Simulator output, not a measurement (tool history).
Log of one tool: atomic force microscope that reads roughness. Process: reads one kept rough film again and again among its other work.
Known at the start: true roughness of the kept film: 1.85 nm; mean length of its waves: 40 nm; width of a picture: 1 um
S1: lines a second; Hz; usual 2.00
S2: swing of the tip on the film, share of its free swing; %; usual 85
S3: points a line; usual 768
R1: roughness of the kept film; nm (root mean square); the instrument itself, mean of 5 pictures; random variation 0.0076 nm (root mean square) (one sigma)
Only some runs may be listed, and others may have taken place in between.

| run | hour | S1 | S2 | S3 | R1 |
|---|---|---|---|---|---|
| 1 | 0.0 | 2.00 | 85 | 768 | 1.585 |
| 2 | 27.6 | 0.56 | 85 | 768 | 1.670 |
| 3 | 65.6 | 2.00 | 85 | 547 | 1.528 |
| 4 | 115.4 | 2.00 | 85 | 768 | 1.505 |
| 5 | 169.1 | 2.00 | 85 | 768 | 1.474 |
| 6 | 218.9 | 2.00 | 85 | 768 | 1.428 |
|  | 252.1 | new tip fitted |
| 7 | 257.4 | 2.00 | 85 | 768 | 1.630 |
| 8 | 290.3 | 2.00 | 56 | 768 | 1.715 |
| 9 | 320.9 | 2.00 | 85 | 768 | 1.580 |
| 10 | 350.1 | 2.00 | 85 | 768 | 1.556 |
| 11 | 394.4 | 2.00 | 85 | 768 | 1.540 |
| 12 | 432.9 | 2.00 | 85 | 768 | 1.495 |
| 13 | 488.1 | 2.94 | 85 | 768 | 1.410 |
| 14 | 519.0 | 3.92 | 85 | 279 | 1.331 |
|  | 556.7 | new tip fitted |
| 15 | 565.4 | 1.84 | 71 | 279 | 1.689 |

Forecast run 16:
| 16 | 610.6 | 0.53 | 82 | 620 | ? |

Run 16 measured R1 1.703 nm (root mean square).
Were there no unlogged condition in the tool, this run, its random variation unchanged, would have produced R1 1.734 nm (root mean square).

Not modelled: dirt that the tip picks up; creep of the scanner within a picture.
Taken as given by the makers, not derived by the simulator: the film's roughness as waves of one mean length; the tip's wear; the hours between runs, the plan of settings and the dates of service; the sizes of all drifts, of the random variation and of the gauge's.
